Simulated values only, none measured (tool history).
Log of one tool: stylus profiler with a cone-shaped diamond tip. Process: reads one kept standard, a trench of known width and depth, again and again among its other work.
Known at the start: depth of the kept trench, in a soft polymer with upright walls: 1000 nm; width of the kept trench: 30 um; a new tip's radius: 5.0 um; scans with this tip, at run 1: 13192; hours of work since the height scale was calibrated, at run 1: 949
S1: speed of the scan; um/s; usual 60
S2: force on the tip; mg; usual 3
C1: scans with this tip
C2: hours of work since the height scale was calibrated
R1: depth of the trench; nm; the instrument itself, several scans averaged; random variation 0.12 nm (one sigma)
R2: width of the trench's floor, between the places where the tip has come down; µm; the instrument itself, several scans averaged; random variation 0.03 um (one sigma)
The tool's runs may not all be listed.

run	hour	S1	S2	C1	C2	R1	R2
1	0	60	3	13192	949	1005.13	22.93
2	50.8	60	3	13532	974	1005.29	23.01
# hour 100.5: height scale calibrated on a step standard
3	116	60	3	13965	7	1006.86	22.92
4	160.7	60	1.18	14265	29	1003.16	22.76
5	258.1	60	1.18	14918	76	1002.94	22.69
6	329.4	60	1.18	15396	110	1003.05	22.7
7	383.6	60	1.93	15759	137	1004.61	22.72
8	437.6	60	6.84	16121	163	1011.96	22.93
9	489.4	60	6.84	16468	188	1011.78	22.91
10	563.4	60	6.84	16964	223	1011.72	22.92
11	641.7	60	3	17489	261	1006.18	22.76
12	722	60	3	18027	300	1006.16	22.69
13	816.5	101	3	18660	345	1005.99	22.49
14	860.4	101	3	18955	367	1005.98	22.47
15	933.8	101	3	19446	402	1005.66	22.42
16	999.6	42	2.57	19887	434	1004.99	22.71
17	1097.5	17	1.01	20543	481	1001.78	22.72
18	1158.4	210	3.25	20952	510	1005.94	21.89
19	1239.6	28	3.41	21496	549	1006.18	22.63
20	1338.1	89	1.62	22156	597	1002.69	22.21
21	1432.8	36	1.21	22791	643	1001.9	22.41
22	1501.8	60	5.22	23253	676	1008.32	22.51
23	1553.8	82	7.83	23602	701	1011.66	22.42
24	1646.2	82	7.83	24221	745	1011.62	22.43
25	1691.1	82	2.36	24522	767	1003.73	22.22
26	1782.7	82	2.36	25136	811	1003.71	22.17
27	1834.2	210	1.3	25481	836	1001.56	21.17

Some steps in R1 between neighbouring runs. How much of each would the tool show without its hidden state too (settings, what came in, random variation), and how much is left for the hidden state, with any gauge scatter that isn't in both results?
The hidden state here: radius of the tip, um; height scale over the true one, %; drift of the gauge itself on depth_nm, %; drift of the gauge itself on floor_um, %.
Run 2 -> 3: height scale calibrated on a step standard. R1 +1.57 nm: hidden state +1.81, all else -0.24.
Run 7 -> 8: S2 1.93 -> 6.84. R1 +7.35 nm: hidden state -0.07, all else +7.42.
Run 12 -> 13: S1 60 -> 101. R1 -0.17 nm: hidden state -0.13, all else -0.04.
Run 24 -> 25: S2 7.83 -> 2.36. R1 -7.89 nm: hidden state -0.04, all else -7.85.
